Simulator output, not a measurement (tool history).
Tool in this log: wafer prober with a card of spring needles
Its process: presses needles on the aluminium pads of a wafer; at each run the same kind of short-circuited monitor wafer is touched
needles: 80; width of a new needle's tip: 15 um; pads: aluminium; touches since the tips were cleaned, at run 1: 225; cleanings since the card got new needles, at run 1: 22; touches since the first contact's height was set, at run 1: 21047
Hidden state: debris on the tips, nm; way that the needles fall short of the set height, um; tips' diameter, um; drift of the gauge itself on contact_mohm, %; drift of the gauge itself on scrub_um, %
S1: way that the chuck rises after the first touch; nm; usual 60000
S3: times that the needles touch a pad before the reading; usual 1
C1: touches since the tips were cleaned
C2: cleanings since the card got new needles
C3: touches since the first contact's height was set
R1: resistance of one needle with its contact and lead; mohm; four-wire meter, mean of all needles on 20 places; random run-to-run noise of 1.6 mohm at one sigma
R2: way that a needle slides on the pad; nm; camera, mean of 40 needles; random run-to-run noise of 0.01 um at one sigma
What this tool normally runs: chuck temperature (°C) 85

{"run": 1, "hour": 0.0, "S1": 60000, "chuck temperature (°C)": 85, "S3": 1, "C1": 225, "C2": 22, "C3": 21047, "R1": 183, "R2": 7270}
{"hour": 10.7, "done": "tips cleaned on abrasive film"}
{"run": 2, "hour": 13.3, "S1": 60000, "chuck temperature (°C)": 85, "S3": 1, "C1": 1052, "C2": 23, "C3": 26334, "R1": 220, "R2": 7260}
{"hour": 21.4, "done": "tips cleaned on abrasive film"}
{"run": 3, "hour": 25.4, "S1": 60000, "chuck temperature (°C)": 85, "S3": 1, "C1": 1631, "C2": 24, "C3": 31146, "R1": 229, "R2": 7240}
{"hour": 31.6, "done": "tips cleaned on abrasive film"}
{"run": 4, "hour": 34.7, "S1": 60000, "chuck temperature (°C)": 85, "S3": 3, "C1": 1234, "C2": 25, "C3": 34809, "R1": 181, "R2": 7240}
{"hour": 41.9, "done": "tips cleaned on abrasive film"}
{"run": 5, "hour": 46.2, "S1": 60000, "chuck temperature (°C)": 85, "S3": 1, "C1": 1713, "C2": 26, "C3": 39377, "R1": 228, "R2": 7230}
{"hour": 52.7, "done": "tips cleaned on abrasive film"}
{"run": 6, "hour": 55.0, "S1": 60000, "chuck temperature (°C)": 85, "S3": 1, "C1": 902, "C2": 27, "C3": 42843, "R1": 204, "R2": 7230}
{"hour": 63.0, "done": "tips cleaned on abrasive film"}
{"run": 7, "hour": 66.2, "S1": 60000, "chuck temperature (°C)": 85, "S3": 1, "C1": 1284, "C2": 28, "C3": 47293, "R1": 215, "R2": 7220}
{"hour": 73.5, "done": "tips cleaned on abrasive film"}
{"run": 8, "hour": 81.4, "S1": 60000, "chuck temperature (°C)": 85, "S3": 1, "C1": 3153, "C2": 29, "C3": 53348, "R1": 263, "R2": 7240}
{"hour": 83.9, "done": "tips cleaned on abrasive film"}
{"run": 9, "hour": 88.2, "S1": 60000, "chuck temperature (°C)": 85, "S3": 1, "C1": 1740, "C2": 30, "C3": 56035, "R1": 236, "R2": 7210}
{"hour": 93.9, "done": "tips cleaned on abrasive film"}
{"run": 10, "hour": 96.5, "S1": 60000, "chuck temperature (°C)": 85, "S3": 1, "C1": 1053, "C2": 31, "C3": 59319, "R1": 211, "R2": 7210}
{"hour": 104.5, "done": "tips cleaned on abrasive film"}
{"run": 11, "hour": 112.1, "S1": 60000, "chuck temperature (°C)": 85, "S3": 1, "C1": 3047, "C2": 32, "C3": 65507, "R1": 263, "R2": 7200}
{"hour": 115.3, "done": "tips cleaned on abrasive film"}
{"run": 12, "hour": 123.2, "S1": 60000, "chuck temperature (°C)": 85, "S3": 1, "C1": 3165, "C2": 33, "C3": 69926, "R1": 263, "R2": 7190}
{"hour": 125.5, "done": "tips cleaned on abrasive film"}
{"run": 13, "hour": 132.9, "S1": 60000, "chuck temperature (°C)": 85, "S3": 1, "C1": 2953, "C2": 34, "C3": 73742, "R1": 260, "R2": 7190}
{"hour": 136.6, "done": "tips cleaned on abrasive film"}
{"hour": 147.6, "done": "tips cleaned on abrasive film"}
{"run": 14, "hour": 148.9, "S1": 60000, "chuck temperature (°C)": 85, "S3": 1, "C1": 502, "C2": 36, "C3": 80079, "R1": 189, "R2": 7170}
{"run": 15, "hour": 157.2, "S1": 60000, "chuck temperature (°C)": 85, "S3": 1, "C1": 3819, "C2": 36, "C3": 83396, "R1": 276, "R2": 7160}
{"hour": 158.5, "done": "tips cleaned on abrasive film"}
{"hour": 158.8, "done": "height of the first contact set anew"}
{"hour": 168.9, "done": "tips cleaned on abrasive film"}
{"run": 16, "hour": 173.2, "S1": 60000, "chuck temperature (°C)": 85, "S3": 1, "C1": 1724, "C2": 38, "C3": 5732, "R1": 236, "R2": 7280}
{"hour": 179.6, "done": "tips cleaned on abrasive film"}
{"run": 17, "hour": 180.6, "S1": 60000, "chuck temperature (°C)": 40, "S3": 1, "C1": 374, "C2": 39, "C3": 8616, "R1": 178, "R2": 7260}
{"hour": 190.0, "done": "tips cleaned on abrasive film"}
{"run": 18, "hour": 192.5, "S1": 78000, "chuck temperature (°C)": 40, "S3": 1, "C1": 966, "C2": 40, "C3": 13339, "R1": 186, "R2": 9460}
{"hour": 201.3, "done": "tips cleaned on abrasive film"}
{"run": 19, "hour": 205.5, "S1": 43000, "chuck temperature (°C)": 33, "S3": 3, "C1": 1697, "C2": 41, "C3": 18536, "R1": 208, "R2": 5190}
{"hour": 211.6, "done": "tips cleaned on abrasive film"}
{"run": 20, "hour": 214.7, "S1": 43000, "chuck temperature (°C)": 33, "S3": 3, "C1": 1220, "C2": 42, "C3": 22150, "R1": 196, "R2": 5180}
{"hour": 222.0, "done": "tips cleaned on abrasive film"}
{"run": 21, "hour": 227.4, "S1": 60000, "chuck temperature (°C)": 85, "S3": 3, "C1": 2165, "C2": 43, "C3": 27199, "R1": 194, "R2": 7220}
{"hour": 232.7, "done": "tips cleaned on abrasive film"}
{"run": 22, "hour": 241.3, "S1": 57000, "chuck temperature (°C)": 39, "S3": 1, "C1": 3454, "C2": 44, "C3": 32731, "R1": 280, "R2": 6870}
{"hour": 242.9, "done": "tips cleaned on abrasive film"}
{"hour": 253.2, "done": "tips cleaned on abrasive film"}
{"run": 23, "hour": 253.2, "S1": 41000, "chuck temperature (°C)": 85, "S3": 1, "C1": 0, "C2": 46, "C3": 37430, "R1": 178, "R2": 4900}
{"hour": 263.3, "done": "tips cleaned on abrasive film"}
{"run": 24, "hour": 265.5, "S1": 54000, "chuck temperature (°C)": 68, "S3": 1, "C1": 887, "C2": 47, "C3": 42287, "R1": 213, "R2": 6500}
{"hour": 273.6, "done": "tips cleaned on abrasive film"}
{"run": 25, "hour": 278.5, "S1": 46000, "chuck temperature (°C)": 68, "S3": 3, "C1": 1959, "C2": 48, "C3": 47449, "R1": 209, "R2": 5500}
{"hour": 284.2, "done": "tips cleaned on abrasive film"}
{"run": 26, "hour": 288.5, "S1": 41000, "chuck temperature (°C)": 29, "S3": 2, "C1": 1724, "C2": 49, "C3": 51434, "R1": 253, "R2": 4890}
{"hour": 295.4, "done": "tips cleaned on abrasive film"}
{"run": 27, "hour": 299.9, "S1": 69000, "chuck temperature (°C)": 94, "S3": 1, "C1": 1785, "C2": 50, "C3": 55922, "R1": 214, "R2": 8270}
{"hour": 305.6, "done": "tips cleaned on abrasive film"}
{"run": 28, "hour": 309.6, "S1": 69000, "chuck temperature (°C)": 94, "S3": 1, "C1": 1603, "C2": 51, "C3": 59782, "R1": 214, "R2": 8290}
{"hour": 316.3, "done": "tips cleaned on abrasive film"}
{"run": 29, "hour": 319.8, "S1": 69000, "chuck temperature (°C)": 94, "S3": 1, "C1": 1397, "C2": 52, "C3": 63830, "R1": 212, "R2": 8280}
{"hour": 326.4, "done": "tips cleaned on abrasive film"}
{"run": 30, "hour": 332.0, "S1": 62000, "chuck temperature (°C)": 38, "S3": 1, "C1": 2274, "C2": 53, "C3": 68682, "R1": 242, "R2": 7420}
{"hour": 337.0, "done": "tips cleaned on abrasive film"}
{"run": 31, "hour": 338.7, "S1": 54000, "chuck temperature (°C)": 56, "S3": 1, "C1": 689, "C2": 54, "C3": 71317, "R1": 211, "R2": 6450}
{"run": 32, "hour": 345.2, "S1": 46000, "chuck temperature (°C)": 85, "S3": 2, "C1": 3268, "C2": 54, "C3": 73896, "R1": 271, "R2": 5480}
{"hour": 347.8, "done": "tips cleaned on abrasive film"}
{"run": 33, "hour": 357.3, "S1": 71000, "chuck temperature (°C)": 35, "S3": 2, "C1": 3824, "C2": 55, "C3": 78733, "R1": 205, "R2": 8510}
{"hour": 358.7, "done": "tips cleaned on abrasive film"}
{"hour": 369.3, "done": "tips cleaned on abrasive film"}
{"hour": 369.6, "done": "height of the first contact set anew"}
{"run": 34, "hour": 369.8, "S1": 60000, "chuck temperature (°C)": 41, "S3": 1, "C1": 99, "C2": 57, "C3": 99, "R1": 171, "R2": 7290}

Branching from run 34: 3 alternative next runs. What would each branch give?
{"run": "A", "hour": 378.4, "S1": 79000, "chuck temperature (°C)": 85, "S3": 2, "C1": 3541, "C2": 57, "C3": 3541, "R1": "?", "R2": "?"}
{"run": "B", "hour": 378.4, "S1": 58000, "chuck temperature (°C)": 33, "S3": 3, "C1": 3541, "C2": 57, "C3": 3541, "R1": "?", "R2": "?"}
{"run": "C", "hour": 378.4, "S1": 62000, "chuck temperature (°C)": 41, "S3": 1, "C1": 3541, "C2": 57, "C3": 3541, "R1": "?", "R2": "?"}

run=A R1=198 R2=9580
run=B R1=197 R2=7030
run=C R1=264 R2=7520
Take away the tool's hidden state, keep each run's random variation, and the runs would have read:
run=A R1=156 R2=9580
run=B R1=151 R2=7030
run=C R1=153 R2=7520
